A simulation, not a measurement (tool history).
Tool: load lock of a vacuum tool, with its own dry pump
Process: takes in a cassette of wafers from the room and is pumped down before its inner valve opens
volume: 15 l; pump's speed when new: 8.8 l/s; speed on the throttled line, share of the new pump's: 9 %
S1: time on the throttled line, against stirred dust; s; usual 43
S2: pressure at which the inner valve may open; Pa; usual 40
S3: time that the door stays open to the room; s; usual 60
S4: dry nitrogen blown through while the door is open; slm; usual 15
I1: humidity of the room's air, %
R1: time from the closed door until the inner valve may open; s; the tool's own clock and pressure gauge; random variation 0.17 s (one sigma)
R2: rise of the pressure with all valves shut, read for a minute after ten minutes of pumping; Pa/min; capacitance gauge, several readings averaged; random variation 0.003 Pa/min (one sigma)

Run 1, hour 0.0: usual settings; I1 46.9. Result: R1 53.4 s, R2 0.072 Pa/min.
Run 2, hour 270.0: usual settings; I1 43.0. Result: R1 53.3 s, R2 0.063 Pa/min.
Run 3, hour 621.4: usual settings; I1 45.5. Result: R1 53.5 s, R2 0.069 Pa/min.
Run 4, hour 839.8: usual settings; I1 45.2. Result: R1 53.5 s, R2 0.067 Pa/min.
Run 5, hour 1062.4: usual settings but S1 55 s; I1 49.8. Result: R1 64.4 s, R2 0.069 Pa/min.
Run 6, hour 1375.8: usual settings but S2 36 Pa; I1 48.7. Result: R1 53.7 s, R2 0.072 Pa/min.
Run 7, hour 1686.0: usual settings but S2 36 Pa; I1 45.9. Result: R1 54.0 s, R2 0.068 Pa/min.
Run 8, hour 1975.8: usual settings but S2 36 Pa; I1 46.2. Result: R1 54.2 s, R2 0.070 Pa/min.
Run 9, hour 2287.4: usual settings but S2 36 Pa; I1 46.9. Result: R1 54.2 s, R2 0.074 Pa/min.
Run 10, hour 2572.7: usual settings but S1 60 s, S2 36 Pa; I1 43.4. Result: R1 69.4 s, R2 0.073 Pa/min.
Run 11, hour 2877.7: usual settings but S1 60 s, S2 36 Pa; I1 44.3. Result: R1 69.2 s, R2 0.079 Pa/min.
Run 12, hour 3211.8: usual settings but S1 60 s, S2 36 Pa; I1 45.6. Result: R1 69.6 s, R2 0.076 Pa/min.
Run 13, hour 3431.3: usual settings; I1 44.7. Result: R1 54.0 s, R2 0.086 Pa/min.
Run 14, hour 3793.1: usual settings but S3 106 s; I1 46.4. Result: R1 54.2 s, R2 0.083 Pa/min.
Run 15, hour 3961.5: usual settings but S3 106 s; I1 45.8. Result: R1 54.4 s, R2 0.087 Pa/min.
Run 16, hour 4125.8: usual settings but S1 54 s; I1 44.3. Result: R1 64.1 s, R2 0.084 Pa/min.
Run 17, hour 4318.0: usual settings but S1 52 s, S2 73 Pa, S3 146 s, S4 13 slm; I1 50.5. Result: R1 61.4 s, R2 0.092 Pa/min.
At hour 4562.0: dry pump taken out, an overhauled one fitted.
Run 18, hour 4573.7: usual settings but S1 52 s, S2 73 Pa, S3 146 s, S4 13 slm; I1 45.5. Result: R1 59.1 s, R2 0.092 Pa/min.
Run 19, hour 4894.0: usual settings but S1 52 s, S2 73 Pa, S3 146 s, S4 13 slm; I1 46.5. Result: R1 59.4 s, R2 0.096 Pa/min.
Run 20, hour 5234.2: usual settings but S1 52 s, S2 73 Pa, S3 146 s, S4 13 slm; I1 44.7. Result: R1 59.2 s, R2 0.091 Pa/min.
Run 21, hour 5414.0: usual settings but S2 55 Pa, S3 38 s; I1 44.1. Result: R1 51.9 s, R2 0.082 Pa/min.
Run 22, hour 5645.4: usual settings but S1 42 s, S2 67 Pa, S3 35 s, S4 27 slm; I1 45.2. Result: R1 50.5 s, R2 0.078 Pa/min.
Run 23, hour 5806.8: usual settings but S2 31 Pa, S3 55 s; I1 47.0. Result: R1 53.4 s, R2 0.087 Pa/min.
Run 24, hour 5990.9: usual settings but S2 31 Pa, S3 230 s; I1 41.6. Result: R1 53.0 s, R2 0.101 Pa/min.
Run 25, hour 6217.7: usual settings but S2 31 Pa, S3 230 s; I1 43.9. Result: R1 53.2 s, R2 0.108 Pa/min.

5 ways to go on from here, each from the tool as it stands after run 25. What would each give?
Run A, hour 6529.8: usual settings but S2 31 Pa, S3 230 s, S4 5 slm; I1 42.6. Result: R1 ?, R2 ?.
Run B, hour 6529.8: usual settings but S1 60 s, S2 59 Pa, S4 36 slm; I1 48.5. Result: R1 ?, R2 ?.
Run C, hour 6529.8: usual settings but S2 31 Pa, S3 230 s, S4 13 slm; I1 45.4. Result: R1 ?, R2 ?.
Run D, hour 6529.8: usual settings but S1 49 s, S2 51 Pa, S3 40 s; I1 46.9. Result: R1 ?, R2 ?.
Run E, hour 6529.8: usual settings but S3 183 s, S4 20 slm; I1 48.1. Result: R1 ?, R2 ?.

run    R1     R2
  A  53.1  0.120
  B  67.2  0.081
  C  53.2  0.101
  D  57.6  0.092
  E  52.9  0.105
Without the tool's hidden state the same runs would have given:
run    R1     R2
  A  52.8  0.061
  B  67.0  0.024
  C  52.9  0.043
  D  57.4  0.035
  E  52.6  0.047

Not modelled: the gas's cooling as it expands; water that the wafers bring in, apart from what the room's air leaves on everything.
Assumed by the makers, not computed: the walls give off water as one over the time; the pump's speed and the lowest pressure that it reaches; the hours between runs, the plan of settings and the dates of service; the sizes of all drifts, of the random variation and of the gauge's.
